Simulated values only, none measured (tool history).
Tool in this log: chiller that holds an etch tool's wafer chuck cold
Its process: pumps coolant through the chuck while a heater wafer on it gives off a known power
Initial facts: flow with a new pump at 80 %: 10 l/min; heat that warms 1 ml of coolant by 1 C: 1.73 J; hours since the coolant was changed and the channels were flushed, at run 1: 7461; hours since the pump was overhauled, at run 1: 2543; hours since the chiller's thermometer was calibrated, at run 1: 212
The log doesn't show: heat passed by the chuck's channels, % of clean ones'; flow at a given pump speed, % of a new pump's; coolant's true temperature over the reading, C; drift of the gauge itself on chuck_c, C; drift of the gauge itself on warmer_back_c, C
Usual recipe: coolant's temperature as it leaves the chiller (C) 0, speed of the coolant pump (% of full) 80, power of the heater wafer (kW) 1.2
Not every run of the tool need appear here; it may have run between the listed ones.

run    hour  coolant's temperature as it leaves the chiller (C)  speed of the coolant pump (% of full)  power of the heater wafer (kW)  hours since the coolant was changed and the channels were flushed  hours since the pump was overhauled  hours since the chiller's thermometer was calibrated  chuck's temperature once it has settled (C)  how much warmer the coolant comes back (C)
  1       0                                                   0                                     80                             1.2                                                               7461                                 2543                                                   212                                         15.2                                        4.23
  2    38.3                                                   0                                     80                             1.2                                                               7499                                 2581                                                   250                                         15.1                                        4.25
  3      82                                                   0                                     80                             1.2                                                               7543                                 2625                                                   294                                         15.1                                         4.3
  4   160.1                                                   0                                     76                             1.2                                                               7621                                 2703                                                   372                                         15.7                                        4.49
  5   232.7                                                   0                                     80                             1.2                                                               7694                                 2775                                                   444                                         15.2                                        4.27
  6   277.7                                                   0                                     80                             1.2                                                               7739                                 2820                                                   489                                         15.2                                         4.3
  7   321.5                                                   0                                     81                             1.2                                                               7782                                 2864                                                   533                                         15.4                                        4.22
  8   364.6                                                   0                                     80                           1.554                                                               7826                                 2907                                                   576                                         19.8                                        5.54
  9   403.6                                                   0                                     80                             1.2                                                               7864                                 2946                                                   615                                         15.3                                        4.29
 10   473.9                                                   0                                     80                             1.2                                                               7935                                 3016                                                   686                                         15.3                                        4.21
 11   536.6                                                   0                                     80                             1.2                                                               7997                                 3079                                                   748                                         15.3                                        4.27
 12   579.7                                                   0                                     90                           1.008                                                               8041                                 3122                                                   791                                         12.2                                        3.18
 13     655                                                   0                                     80                           1.206                                                               8116                                 3198                                                   867                                         15.5                                        4.34
 14   703.6                                                   0                                     69                           0.679                                                               8165                                 3246                                                   915                                          9.6                                        2.83
 15   735.5                                                   7                                     87                             1.2                                                               8196                                 3278                                                   947                                         21.9                                        3.89
 16   803.6                                                  -6                                     77                           1.612                                                               8264                                 3346                                                  1015                                         15.2                                        6.04
 17   854.7                                                   8                                     69                           0.645                                                               8316                                 3397                                                  1066                                           17                                        2.69
 18   897.4                                                   8                                     69                           0.645                                                               8358                                 3440                                                  1109                                         17.1                                        2.66
 19   931.1                                                   5                                     90                           0.645                                                               8392                                 3474                                                  1143                                         12.9                                        2.07
 20   981.7                                                   0                                     67                             1.2                                                               8443                                 3524                                                  1193                                         17.2                                        5.24
 21  1040.1                                                   0                                     67                             1.2                                                               8501                                 3583                                                  1252                                         17.1                                        5.16
 22  1088.4                                                   6                                     73                           0.852                                                               8549                                 3631                                                  1300                                         17.7                                         3.4

The same runs without the tool's hidden state, with the same run-to-run variation:
run  chuck's temperature once it has settled (C)  how much warmer the coolant comes back (C)
  1                                         12.6                                        4.13
  2                                         12.4                                        4.14
  3                                         12.5                                        4.19
  4                                         12.9                                        4.37
  5                                         12.5                                        4.15
  6                                         12.5                                        4.17
  7                                         12.6                                         4.1
  8                                         16.2                                        5.37
  9                                         12.5                                        4.16
 10                                         12.5                                        4.08
 11                                         12.4                                        4.13
 12                                          9.9                                        3.07
 13                                         12.5                                        4.19
 14                                          7.8                                        2.73
 15                                         19.1                                        3.76
 16                                         11.1                                        5.83
 17                                         15.3                                        2.59
 18                                         15.4                                        2.56
 19                                         11.3                                           2
 20                                         13.9                                        5.05
 21                                         13.7                                        4.97
 22                                         15.4                                        3.27
